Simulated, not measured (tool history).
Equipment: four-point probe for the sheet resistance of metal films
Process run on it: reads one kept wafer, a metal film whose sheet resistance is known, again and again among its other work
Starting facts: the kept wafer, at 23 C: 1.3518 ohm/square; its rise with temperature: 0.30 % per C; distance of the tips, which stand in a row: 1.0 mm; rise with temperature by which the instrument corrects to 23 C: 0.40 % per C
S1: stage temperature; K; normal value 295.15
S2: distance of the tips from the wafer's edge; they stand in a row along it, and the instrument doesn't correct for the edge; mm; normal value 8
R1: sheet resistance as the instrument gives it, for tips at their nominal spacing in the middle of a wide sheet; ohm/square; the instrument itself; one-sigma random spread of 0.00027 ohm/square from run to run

Run 1, hour 0: usual settings. Result: R1 1.361838 ohm/square.
Run 2, hour 57.2: usual settings. Result: R1 1.361794 ohm/square.
Run 3, hour 160.6: usual settings. Result: R1 1.362228 ohm/square.
Run 4, hour 240.9: usual settings. Result: R1 1.362107 ohm/square.
Run 5, hour 329.1: usual settings. Result: R1 1.362196 ohm/square.
Run 6, hour 394: usual settings. Result: R1 1.36208 ohm/square.
Run 7, hour 502.1: usual settings. Result: R1 1.362662 ohm/square.
Run 8, hour 573.1: usual settings. Result: R1 1.362527 ohm/square.
Run 9, hour 667.2: usual settings but S2 16 mm. Result: R1 1.354233 ohm/square.
Run 10, hour 723: usual settings but S1 308.15 K. Result: R1 1.34444 ohm/square.
Run 11, hour 821.4: usual settings but S1 308.15 K. Result: R1 1.344468 ohm/square.
Run 12, hour 923.4: usual settings but S1 293.15 K, S2 6 mm. Result: R1 1.374299 ohm/square.
At hour 933.2: stage's thermometer calibrated.
Run 13, hour 976.8: usual settings but S1 302.15 K, S2 69 mm. Result: R1 1.341351 ohm/square.
Run 14, hour 1052.7: usual settings but S1 292.15 K, S2 4 mm. Result: R1 1.400072 ohm/square.
Run 15, hour 1116.2: usual settings. Result: R1 1.363177 ohm/square.
Run 16, hour 1201.5: usual settings but S1 296.15 K, S2 10 mm. Result: R1 1.357201 ohm/square.
Run 17, hour 1250.7: usual settings but S1 296.15 K, S2 10 mm. Result: R1 1.357589 ohm/square.
Run 18, hour 1338.9: usual settings but S1 299.15 K, S2 72 mm. Result: R1 1.34614 ohm/square.
At hour 1371.4: stage's thermometer calibrated, once more.
Run 19, hour 1416.2: usual settings but S1 299.15 K, S2 72 mm. Result: R1 1.346861 ohm/square.
Run 20, hour 1512.9: usual settings but S1 306.15 K, S2 12 mm. Result: R1 1.342531 ohm/square.

Here are 5 independent what-if runs from the current tool condition. What would each one return?
Run A, hour 1569.9: usual settings but S1 294.15 K, S2 12 mm. Result: R1 ?.
Run B, hour 1569.9: usual settings but S1 303.15 K. Result: R1 ?.
Run C, hour 1569.9: usual settings but S1 303.15 K, S2 7 mm. Result: R1 ?.
Run D, hour 1569.9: usual settings but S2 3 mm. Result: R1 ?.
Run E, hour 1569.9: usual settings but S1 307.15 K, S2 5 mm. Result: R1 ?.

run        R1
  A  1.359249
  B   1.35281
  C  1.356154
  D  1.428438
  E  1.364422
Had the tool no hidden state, the same runs would have come out as:
run        R1
  A  1.359697
  B  1.353257
  C  1.356602
  D  1.428907
  E  1.364872

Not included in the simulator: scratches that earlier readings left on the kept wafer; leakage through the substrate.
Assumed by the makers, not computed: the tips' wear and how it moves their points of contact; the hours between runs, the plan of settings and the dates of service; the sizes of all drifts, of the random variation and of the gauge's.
